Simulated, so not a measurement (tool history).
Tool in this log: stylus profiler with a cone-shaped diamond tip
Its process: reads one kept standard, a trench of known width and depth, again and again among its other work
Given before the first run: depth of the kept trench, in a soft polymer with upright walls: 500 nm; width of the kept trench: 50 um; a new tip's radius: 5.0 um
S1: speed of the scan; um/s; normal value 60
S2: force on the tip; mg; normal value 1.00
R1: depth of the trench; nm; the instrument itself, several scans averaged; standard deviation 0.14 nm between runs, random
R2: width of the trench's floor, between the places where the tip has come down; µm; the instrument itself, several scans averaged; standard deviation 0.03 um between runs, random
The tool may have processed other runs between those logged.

run,hour,S1,S2,R1,R2
1,0.0,60,1.00,504.62,43.69
2,56.6,133,1.00,504.96,43.07
3,130.9,133,1.00,505.18,42.83
4,167.4,122,1.00,505.19,42.79
5,220.6,122,1.00,505.09,42.66
6,283.4,23,2.52,509.13,43.09
7,343.4,164,1.25,506.82,42.11
8,412.7,64,0.54,505.29,42.24
9,495.4,191,1.00,506.68,41.46
10,541.1,188,0.37,504.83,40.67

Removed from this log: 1 entry logged between the listed runs. Between which two listed runs does each belong, and how does the tool's hidden state at the listed run before it compare with that at the listed run after it?
Between runs 5 and 6: height scale calibrated on a step standard (hour 226.2)
  radius of the tip, um: 11.41 -> 11.98; height scale over the true one, %: 0.289 -> 0.513
  measured value less the no-hidden-state value, R1: +1.46 -> +2.60 nm; R2: -2.32 -> -2.49 µm
